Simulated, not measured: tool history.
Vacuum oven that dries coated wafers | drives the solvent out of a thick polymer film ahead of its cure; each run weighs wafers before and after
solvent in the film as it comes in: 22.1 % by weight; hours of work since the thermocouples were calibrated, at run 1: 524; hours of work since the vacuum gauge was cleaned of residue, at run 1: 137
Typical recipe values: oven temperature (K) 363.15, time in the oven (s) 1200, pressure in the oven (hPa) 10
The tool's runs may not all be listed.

| run | hour | oven temperature (K) | time in the oven (s) | pressure in the oven (hPa) | hours of work since the thermocouples were calibrated | hours of work since the vacuum gauge was cleaned of residue | solvent left in the film (%) |
|---|---|---|---|---|---|---|---|
| 1 | 0 | 363.15 | 1200 | 10 | 524 | 137 | 3.17 |
| 2 | 83.8 | 363.15 | 1200 | 10 | 579 | 192 | 3.23 |
| 3 | 124.7 | 363.15 | 2100 | 10 | 606 | 219 | 1.28 |
| 4 | 197.1 | 363.15 | 2100 | 10 | 653 | 266 | 1.36 |
| 5 | 239.5 | 363.15 | 1200 | 10 | 681 | 294 | 3.33 |
| 6 | 331.6 | 371.15 | 1080 | 32.4 | 741 | 354 | 2.66 |
| 7 | 431.7 | 371.15 | 1500 | 10.5 | 807 | 420 | 0.99 |
| 8 | 505.6 | 360.15 | 660 | 21.3 | 855 | 468 | 8.48 |

Run 9 is up next; what results do you expect?
| 9 | 594.6 | 360.15 | 1560 | 21.3 | 913 | 527 | ? |

solvent left in the film (%): 3.77
Take away the tool's hidden state, keep the run-to-run variation as it was, and the same run would have given solvent left in the film (%) 3.74.
